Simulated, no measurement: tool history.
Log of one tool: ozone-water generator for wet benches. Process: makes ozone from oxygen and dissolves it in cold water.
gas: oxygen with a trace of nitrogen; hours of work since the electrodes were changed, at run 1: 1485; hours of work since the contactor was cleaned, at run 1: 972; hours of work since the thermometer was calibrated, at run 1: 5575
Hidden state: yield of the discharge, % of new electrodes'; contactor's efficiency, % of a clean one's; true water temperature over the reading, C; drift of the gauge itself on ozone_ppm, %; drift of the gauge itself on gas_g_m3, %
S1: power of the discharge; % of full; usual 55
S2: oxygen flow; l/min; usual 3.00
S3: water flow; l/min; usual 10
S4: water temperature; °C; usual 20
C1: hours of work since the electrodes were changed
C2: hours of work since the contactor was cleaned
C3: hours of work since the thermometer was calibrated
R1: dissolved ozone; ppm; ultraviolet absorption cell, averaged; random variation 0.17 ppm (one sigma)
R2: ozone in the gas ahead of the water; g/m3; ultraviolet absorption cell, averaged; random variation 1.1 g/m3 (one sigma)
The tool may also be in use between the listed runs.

run 1 day=0.000 | S1=55 S2=3.00 S3=10 S4=20 | C1=1485 C2=972 C3=5575 | R1=22.4 R2=189.9
run 2 day=6.862 | S1=55 S2=3.00 S3=10 S4=20 | C1=1599 C2=1086 C3=5689 | R1=22.2 R2=188.8
run 3 day=11.992 | S1=55 S2=3.00 S3=10 S4=20 | C1=1684 C2=1171 C3=5774 | R1=22.3 R2=189.7
run 4 day=18.929 | S1=55 S2=3.00 S3=10 S4=20 | C1=1799 C2=1286 C3=5889 | R1=22.0 R2=188.8
-- day=19.488 water thermometer calibrated
run 5 day=26.608 | S1=55 S2=3.00 S3=10 S4=20 | C1=1926 C2=1414 C3=118 | R1=22.0 R2=187.9
run 6 day=32.183 | S1=55 S2=4.94 S3=10 S4=20 | C1=2019 C2=1506 C3=211 | R1=20.9 R2=141.5
run 7 day=36.075 | S1=55 S2=4.94 S3=10 S4=20 | C1=2084 C2=1571 C3=276 | R1=20.7 R2=140.7
run 8 day=40.517 | S1=64 S2=3.00 S3=10 S4=20 | C1=2158 C2=1645 C3=349 | R1=24.3 R2=207.8
run 9 day=44.925 | S1=55 S2=3.00 S3=10 S4=20 | C1=2231 C2=1718 C3=423 | R1=21.9 R2=189.2
run 10 day=50.029 | S1=55 S2=3.00 S3=10 S4=20 | C1=2316 C2=1803 C3=507 | R1=21.7 R2=187.8
run 11 day=55.712 | S1=55 S2=3.00 S3=10 S4=20 | C1=2410 C2=1897 C3=602 | R1=21.8 R2=185.9
run 12 day=63.304 | S1=55 S2=3.00 S3=10 S4=20 | C1=2536 C2=2023 C3=728 | R1=21.8 R2=187.3
run 13 day=66.912 | S1=66 S2=3.00 S3=10 S4=20 | C1=2596 C2=2083 C3=788 | R1=24.2 R2=209.0
run 14 day=73.367 | S1=66 S2=3.00 S3=10 S4=20 | C1=2703 C2=2190 C3=895 | R1=24.0 R2=209.7
run 15 day=77.300 | S1=66 S2=3.00 S3=10 S4=20 | C1=2769 C2=2256 C3=961 | R1=24.2 R2=206.3
run 16 day=84.671 | S1=66 S2=3.00 S3=10 S4=20 | C1=2891 C2=2378 C3=1083 | R1=23.9 R2=210.1
run 17 day=88.375 | S1=66 S2=3.00 S3=10 S4=20 | C1=2953 C2=2440 C3=1145 | R1=24.0 R2=208.0
run 18 day=93.804 | S1=99 S2=3.00 S3=13 S4=20 | C1=3043 C2=2530 C3=1235 | R1=24.2 R2=265.8
-- day=94.375 contactor cleaned
run 19 day=99.229 | S1=49 S2=3.00 S3=7 S4=20 | C1=3130 C2=81 C3=1322 | R1=25.7 R2=171.2
run 20 day=105.479 | S1=99 S2=3.00 S3=10 S4=16 | C1=3234 C2=184 C3=1426 | R1=31.8 R2=263.8
run 21 day=110.425 | S1=62 S2=1.75 S3=10 S4=26 | C1=3316 C2=267 C3=1508 | R1=21.0 R2=270.4
run 22 day=116.625 | S1=59 S2=4.29 S3=8 S4=26 | C1=3419 C2=370 C3=1611 | R1=21.5 R2=157.5
run 23 day=123.729 | S1=59 S2=4.90 S3=9 S4=15 | C1=3537 C2=488 C3=1729 | R1=24.3 R2=145.6
run 24 day=131.300 | S1=88 S2=3.92 S3=13 S4=15 | C1=3663 C2=614 C3=1855 | R1=23.4 R2=208.3
-- day=133.779 contactor cleaned, once more
run 25 day=134.671 | S1=54 S2=2.09 S3=13 S4=15 | C1=3716 C2=15 C3=1908 | R1=18.1 R2=225.3
run 26 day=138.008 | S1=84 S2=3.08 S3=10 S4=20 | C1=3772 C2=70 C3=1964 | R1=28.0 R2=232.1
run 27 day=144.017 | S1=84 S2=3.08 S3=10 S4=20 | C1=3872 C2=170 C3=2064 | R1=27.6 R2=231.7
run 28 day=151.146 | S1=84 S2=3.08 S3=10 S4=20 | C1=3990 C2=289 C3=2182 | R1=27.2 R2=230.4
run 29 day=155.238 | S1=84 S2=3.08 S3=10 S4=16 | C1=4058 C2=357 C3=2250 | R1=29.3 R2=231.2
run 30 day=162.142 | S1=84 S2=3.08 S3=10 S4=16 | C1=4173 C2=471 C3=2365 | R1=29.3 R2=230.0
run 31 day=165.925 | S1=84 S2=3.08 S3=10 S4=16 | C1=4236 C2=534 C3=2428 | R1=29.6 R2=231.1
run 32 day=172.729 | S1=84 S2=3.08 S3=10 S4=16 | C1=4349 C2=647 C3=2541 | R1=29.4 R2=228.8

5 ways to go on from here, each from the tool as it stands after run 32. What would each give?
run A day=178.200 | S1=55 S2=3.00 S3=8 S4=20 | C1=4440 C2=738 C3=2632 | R1=? R2=?
run B day=178.200 | S1=55 S2=3.00 S3=10 S4=25 | C1=4440 C2=738 C3=2632 | R1=? R2=?
run C day=178.200 | S1=48 S2=1.94 S3=10 S4=20 | C1=4440 C2=738 C3=2632 | R1=? R2=?
run D day=178.200 | S1=84 S2=3.08 S3=10 S4=22 | C1=4440 C2=738 C3=2632 | R1=? R2=?
run E day=178.200 | S1=84 S2=3.08 S3=6 S4=16 | C1=4440 C2=738 C3=2632 | R1=? R2=?

run=A R1=25.1 R2=179.5
run=B R1=19.6 R2=180.9
run=C R1=19.9 R2=214.9
run=D R1=26.1 R2=227.4
run=E R1=41.7 R2=229.8
Without the tool's hidden state the same runs would have given:
run=A R1=27.3 R2=194.0
run=B R1=21.4 R2=195.6
run=C R1=21.5 R2=230.5
run=D R1=29.1 R2=251.7
run=E R1=46.4 R2=254.4
